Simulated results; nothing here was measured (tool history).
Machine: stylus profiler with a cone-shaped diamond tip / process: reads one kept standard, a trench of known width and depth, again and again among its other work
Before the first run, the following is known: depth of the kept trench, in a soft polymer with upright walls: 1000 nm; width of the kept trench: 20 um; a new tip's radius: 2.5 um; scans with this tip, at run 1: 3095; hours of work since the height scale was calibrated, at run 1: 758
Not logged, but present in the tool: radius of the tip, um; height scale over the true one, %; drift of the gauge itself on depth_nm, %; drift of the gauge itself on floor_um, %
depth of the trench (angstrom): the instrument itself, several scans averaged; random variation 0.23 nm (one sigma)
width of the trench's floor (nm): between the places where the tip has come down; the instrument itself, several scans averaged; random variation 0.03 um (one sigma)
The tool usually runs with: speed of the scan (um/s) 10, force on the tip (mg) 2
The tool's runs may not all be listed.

run,day,speed of the scan (um/s),force on the tip (mg),scans with this tip,hours of work since the height scale was calibrated,depth of the trench (angstrom),width of the trench's floor (nm)
1,0,10,2,3095,758,10149.4,14660
2,0.7,10,2,3141,769,10150.1,14600
3,1.75,10,2,3209,786,10143.6,14590
4,2.942,18,2,3286,805,10150.9,14570
5,3.912,18,2,3349,820,10150.8,14470
6,4.788,18,2,3406,834,10152.9,14470
7,5.921,4,2,3480,852,10151.2,14490
8,6.962,18,2,3548,869,10154,14440
# day 7.092: height scale calibrated on a step standard
9,7.896,2,1.49,3607,13,10144.5,14440
10,9.058,2,1.49,3682,31,10145,14520
11,9.846,22,2,3733,44,10170.9,14310
12,11.083,20,2.77,3814,64,10202.2,14300
13,12.254,20,2.77,3890,82,10204.8,14340
14,13.383,8,0.67,3963,100,10110.1,14320
# day 14.246: height scale calibrated on a step standard, once more
15,14.692,3,1.79,4047,7,10120.6,14320
16,15.379,3,2.34,4091,18,10145.2,14220

Below, each run's measurement less what the same run would have read without the hidden state. Both values contain the same run-to-run variation, but the gauge's scatter may not be the same in both:
run,depth of the trench (angstrom),width of the trench's floor (nm)
1,+22.2,-1330
2,+22.4,-1350
3,+22.8,-1390
4,+23.4,-1410
5,+23.8,-1440
6,+24.2,-1460
7,+24.7,-1490
8,+25.2,-1510
9,+42.5,-1530
10,+43.1,-1560
11,+43.6,-1580
12,+44.3,-1610
13,+44.7,-1640
14,+44.8,-1660
15,+4.1,-1700
16,+4.4,-1720

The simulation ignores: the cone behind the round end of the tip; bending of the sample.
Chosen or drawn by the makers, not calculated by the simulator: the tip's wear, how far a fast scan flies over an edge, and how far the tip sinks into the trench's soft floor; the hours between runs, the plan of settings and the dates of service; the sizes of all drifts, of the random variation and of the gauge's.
